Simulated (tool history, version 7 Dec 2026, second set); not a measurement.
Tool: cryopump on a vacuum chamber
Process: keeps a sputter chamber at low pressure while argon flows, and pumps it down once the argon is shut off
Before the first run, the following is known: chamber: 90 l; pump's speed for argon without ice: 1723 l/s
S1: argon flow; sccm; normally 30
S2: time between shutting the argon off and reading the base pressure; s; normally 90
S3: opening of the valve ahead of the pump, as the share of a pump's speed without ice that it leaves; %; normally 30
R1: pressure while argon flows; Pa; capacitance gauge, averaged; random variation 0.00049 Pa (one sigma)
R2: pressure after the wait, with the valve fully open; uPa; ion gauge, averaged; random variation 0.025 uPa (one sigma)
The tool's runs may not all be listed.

run   hour  S1   S2  S3      R1    R2
  1    0.0  30   90  30  0.1004  1.24
  2   79.5  30   90  30  0.1019  1.23
  3  143.5  30   90  29  0.1058  1.28
  4  182.4  30   90  29  0.1072  1.28
  5  264.2  30   90  29  0.1084  1.36
  6  331.2  30   90  30  0.1054  1.44
     369.4  -- pump warmed up, emptied and cooled again
  7  409.5  30   90  30  0.0993  1.37
  8  452.0  25   90  16  0.1552  1.38
  9  514.0  31   46  30  0.1038  2.14
 10  593.6  28  189  41  0.0697  0.91
 11  667.8  28   83  36  0.0800  1.48
 12  724.7  28   83  36  0.0812  1.58
 13  762.8  26  272  30  0.0895  0.94

Difference, measured minus no-hidden-state, one row per run. Run-to-run variation is common to both terms; the gauge's own scatter need not be:
Hidden state present: pump's speed, % of a pump's without ice; cold plate's temperature, K; leak into the chamber, uPa l/s; drift of the gauge itself on working_pa, %; drift of the gauge itself on base_upa, %.
run       R1     R2
  1  +0.0031  +0.18
  2  +0.0041  +0.21
  3  +0.0049  +0.25
  4  +0.0054  +0.27
  5  +0.0068  +0.32
  6  +0.0077  +0.37
  7  +0.0008  +0.30
  8  +0.0010  +0.32
  9  +0.0020  +0.34
 10  +0.0026  +0.38
 11  +0.0035  +0.44
 12  +0.0042  +0.48
 13  +0.0043  +0.52

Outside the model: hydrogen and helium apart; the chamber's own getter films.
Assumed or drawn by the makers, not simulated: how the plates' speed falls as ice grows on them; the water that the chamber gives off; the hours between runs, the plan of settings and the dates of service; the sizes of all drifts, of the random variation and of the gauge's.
